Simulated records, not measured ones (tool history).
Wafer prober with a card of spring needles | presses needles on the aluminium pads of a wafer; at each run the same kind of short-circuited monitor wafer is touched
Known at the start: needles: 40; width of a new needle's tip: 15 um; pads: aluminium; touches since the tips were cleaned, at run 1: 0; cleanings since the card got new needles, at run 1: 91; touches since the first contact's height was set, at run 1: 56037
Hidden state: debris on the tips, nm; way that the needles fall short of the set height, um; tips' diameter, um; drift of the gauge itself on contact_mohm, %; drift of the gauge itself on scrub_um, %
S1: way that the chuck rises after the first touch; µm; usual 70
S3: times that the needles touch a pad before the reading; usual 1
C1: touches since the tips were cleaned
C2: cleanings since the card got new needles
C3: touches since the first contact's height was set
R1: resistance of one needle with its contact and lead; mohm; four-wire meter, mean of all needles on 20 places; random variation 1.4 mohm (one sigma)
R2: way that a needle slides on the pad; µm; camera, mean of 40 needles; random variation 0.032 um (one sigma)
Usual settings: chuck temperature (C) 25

Run 1, hour 0.0: usual settings; C1 0; C2 91; C3 56037. Result: R1 147 mohm, R2 17.58 µm.
At hour 9.9: tips cleaned on abrasive film.
At hour 22.3: tips cleaned on abrasive film.
At hour 32.9: tips cleaned on abrasive film.
Run 2, hour 32.9: usual settings but S3 2; C1 0; C2 94; C3 78125. Result: R1 137 mohm, R2 17.54 µm.
At hour 42.9: tips cleaned on abrasive film.
At hour 55.3: tips cleaned on abrasive film.
Run 3, hour 61.4: usual settings but S1 55 µm, S3 2; C1 4157; C2 96; C3 97279. Result: R1 245 mohm, R2 13.64 µm.
At hour 66.4: tips cleaned on abrasive film.
At hour 78.8: tips cleaned on abrasive film.
At hour 91.2: tips cleaned on abrasive film.
At hour 101.3: tips cleaned on abrasive film.
Run 4, hour 101.3: usual settings but S1 60 µm; C1 0; C2 100; C3 124044. Result: R1 150 mohm, R2 14.72 µm.
At hour 113.7: tips cleaned on abrasive film.
At hour 123.6: tips cleaned on abrasive film.
At hour 136.0: tips cleaned on abrasive film.
At hour 146.0: tips cleaned on abrasive film.
At hour 158.4: tips cleaned on abrasive film.
Run 5, hour 164.0: usual settings but S3 3; C1 3775; C2 105; C3 166130. Result: R1 182 mohm, R2 17.17 µm.
At hour 169.0: tips cleaned on abrasive film.
At hour 169.3: height of the first contact set anew.
At hour 181.7: tips cleaned on abrasive film.
At hour 194.1: tips cleaned on abrasive film.
At hour 206.5: tips cleaned on abrasive film.
Run 6, hour 211.6: usual settings but S3 3; C1 3494; C2 109; C3 28487. Result: R1 178 mohm, R2 17.78 µm.
At hour 216.7: tips cleaned on abrasive film.
At hour 229.1: tips cleaned on abrasive film.
At hour 239.0: tips cleaned on abrasive film.
At hour 251.4: tips cleaned on abrasive film.
At hour 263.8: tips cleaned on abrasive film.
Run 7, hour 270.2: usual settings but S3 3; C1 4306; C2 114; C3 67783. Result: R1 177 mohm, R2 17.63 µm.
At hour 275.2: tips cleaned on abrasive film.
At hour 287.6: tips cleaned on abrasive film.
At hour 300.0: tips cleaned on abrasive film.
At hour 312.4: tips cleaned on abrasive film.
At hour 324.8: tips cleaned on abrasive film.
Run 8, hour 330.1: usual settings; C1 3624; C2 119; C3 108065. Result: R1 247 mohm, R2 17.47 µm.
At hour 335.2: tips cleaned on abrasive film.
At hour 345.1: tips cleaned on abrasive film.
At hour 357.5: tips cleaned on abrasive film.
Run 9, hour 362.3: usual settings; C1 3264; C2 122; C3 129661. Result: R1 262 mohm, R2 17.39 µm.
At hour 369.8: tips cleaned on abrasive film.
At hour 382.2: tips cleaned on abrasive film.
At hour 394.6: tips cleaned on abrasive film.
At hour 404.6: tips cleaned on abrasive film.
Run 10, hour 406.3: usual settings; C1 1199; C2 126; C3 159188. Result: R1 213 mohm, R2 17.19 µm.
At hour 416.3: tips cleaned on abrasive film.
At hour 421.5: height of the first contact set anew.
At hour 429.0: tips cleaned on abrasive film.
At hour 441.4: tips cleaned on abrasive film.
At hour 453.8: tips cleaned on abrasive film.
At hour 466.2: tips cleaned on abrasive film.
Run 11, hour 469.7: usual settings; C1 2391; C2 131; C3 32384. Result: R1 239 mohm, R2 17.71 µm.
At hour 477.2: tips cleaned on abrasive film.
At hour 489.6: tips cleaned on abrasive film.
At hour 502.0: tips cleaned on abrasive film.
At hour 514.4: tips cleaned on abrasive film.
Run 12, hour 518.9: usual settings but chuck temperature (C) 102; C1 3026; C2 135; C3 65403. Result: R1 257 mohm, R2 17.55 µm.
At hour 526.4: tips cleaned on abrasive film.
At hour 538.8: tips cleaned on abrasive film.
At hour 551.2: tips cleaned on abrasive film.
At hour 563.6: tips cleaned on abrasive film.
Run 13, hour 566.0: usual settings; C1 1652; C2 139; C3 97048. Result: R1 226 mohm, R2 17.43 µm.
At hour 575.9: tips cleaned on abrasive film.
At hour 588.3: tips cleaned on abrasive film.
At hour 600.7: tips cleaned on abrasive film.
At hour 613.1: tips cleaned on abrasive film.
Run 14, hour 621.2: usual settings but S1 79 µm, chuck temperature (C) 102, S3 2; C1 5474; C2 143; C3 134181. Result: R1 207 mohm, R2 19.63 µm.
At hour 623.8: tips cleaned on abrasive film.
At hour 633.7: tips cleaned on abrasive film.
At hour 646.1: tips cleaned on abrasive film.
At hour 658.5: tips cleaned on abrasive film.
At hour 669.1: tips cleaned on abrasive film.
Run 15, hour 669.1: usual settings but S1 61 µm, chuck temperature (C) 31; C1 0; C2 148; C3 166244. Result: R1 150 mohm, R2 14.87 µm.
At hour 671.8: height of the first contact set anew.
At hour 679.3: tips cleaned on abrasive film.
At hour 691.7: tips cleaned on abrasive film.
Run 16, hour 696.3: usual settings but S1 63 µm, chuck temperature (C) 47; C1 3134; C2 150; C3 16464. Result: R1 284 mohm, R2 16.03 µm.
At hour 703.8: tips cleaned on abrasive film.
At hour 713.8: tips cleaned on abrasive film.
At hour 726.2: tips cleaned on abrasive film.
Run 17, hour 726.6: usual settings but chuck temperature (C) 39, S3 2; C1 282; C2 153; C3 36740. Result: R1 154 mohm, R2 17.65 µm.
At hour 736.5: tips cleaned on abrasive film.
At hour 746.5: tips cleaned on abrasive film.
At hour 758.9: tips cleaned on abrasive film.
At hour 771.3: tips cleaned on abrasive film.
Run 18, hour 773.0: usual settings but chuck temperature (C) 39, S3 2; C1 1142; C2 157; C3 67870. Result: R1 189 mohm, R2 17.55 µm.
At hour 782.9: tips cleaned on abrasive film.
At hour 795.3: tips cleaned on abrasive film.
At hour 807.7: tips cleaned on abrasive film.
At hour 820.1: tips cleaned on abrasive film.
At hour 830.0: tips cleaned on abrasive film.
At hour 840.2: tips cleaned on abrasive film.
Run 19, hour 840.2: usual settings but S1 71 µm; C1 0; C2 163; C3 112997. Result: R1 152 mohm, R2 17.63 µm.
At hour 850.1: tips cleaned on abrasive film.
At hour 862.5: tips cleaned on abrasive film.
At hour 872.5: tips cleaned on abrasive film.
At hour 884.3: tips cleaned on abrasive film.
Run 20, hour 884.3: usual settings but S1 71 µm; C1 0; C2 167; C3 142581. Result: R1 150 mohm, R2 17.47 µm.
At hour 896.7: tips cleaned on abrasive film.
At hour 909.1: tips cleaned on abrasive film.
At hour 919.0: tips cleaned on abrasive film.
At hour 924.2: height of the first contact set anew.
At hour 931.7: tips cleaned on abrasive film.
Run 21, hour 940.7: usual settings but S1 67 µm, chuck temperature (C) 55; C1 6079; C2 171; C3 11078. Result: R1 296 mohm, R2 17.05 µm.
At hour 943.3: tips cleaned on abrasive film.
At hour 955.7: tips cleaned on abrasive film.
At hour 968.1: tips cleaned on abrasive film.
At hour 980.5: tips cleaned on abrasive film.
Run 22, hour 986.6: usual settings but S1 67 µm, chuck temperature (C) 55; C1 4156; C2 175; C3 41895. Result: R1 289 mohm, R2 16.91 µm.
At hour 991.6: tips cleaned on abrasive film.
At hour 1004.0: tips cleaned on abrasive film.
At hour 1016.4: tips cleaned on abrasive film.
At hour 1028.8: tips cleaned on abrasive film.
At hour 1040.8: tips cleaned on abrasive film.
Run 23, hour 1040.8: usual settings but S1 90 µm, chuck temperature (C) 61, S3 2; C1 0; C2 180; C3 78283. Result: R1 141 mohm, R2 22.61 µm.
At hour 1053.2: tips cleaned on abrasive film.
At hour 1065.6: tips cleaned on abrasive film.
At hour 1078.0: tips cleaned on abrasive film.
At hour 1088.0: tips cleaned on abrasive film.
At hour 1100.4: tips cleaned on abrasive film.
Run 24, hour 1100.7: usual settings but S1 57 µm, chuck temperature (C) 55, S3 3; C1 215; C2 185; C3 118488. Result: R1 157 mohm, R2 14.09 µm.
At hour 1110.6: tips cleaned on abrasive film.
At hour 1120.6: tips cleaned on abrasive film.
At hour 1133.0: tips cleaned on abrasive film.
At hour 1145.4: tips cleaned on abrasive film.
At hour 1155.3: tips cleaned on abrasive film.
Run 25, hour 1160.7: usual settings but chuck temperature (C) 47; C1 3641; C2 190; C3 158785. Result: R1 287 mohm, R2 17.30 µm.
At hour 1165.7: tips cleaned on abrasive film.
At hour 1175.9: height of the first contact set anew.
At hour 1178.4: tips cleaned on abrasive film.
At hour 1188.4: tips cleaned on abrasive film.
At hour 1200.8: tips cleaned on abrasive film.
At hour 1213.2: tips cleaned on abrasive film.
Run 26, hour 1221.8: usual settings but S1 52 µm, chuck temperature (C) 69; C1 5830; C2 195; C3 30824. Result: R1 427 mohm, R2 13.11 µm.

The same runs without the tool's hidden state, with the same run-to-run variation:
run   R1     R2
  1  132  17.81
  2  130  17.86
  3  132  14.03
  4  132  15.22
  5  133  17.81
  6  132  17.86
  7  130  17.84
  8  129  17.83
  9  129  17.82
 10  133  17.74
 11  134  17.84
 12  144  17.81
 13  129  17.80
 14  140  20.12
 15  134  15.50
 16  134  16.08
 17  133  17.79
 18  135  17.80
 19  131  18.09
 20  134  18.04
 21  135  17.08
 22  137  17.04
 23  132  22.88
 24  136  14.51
 25  134  17.88
 26  145  13.23
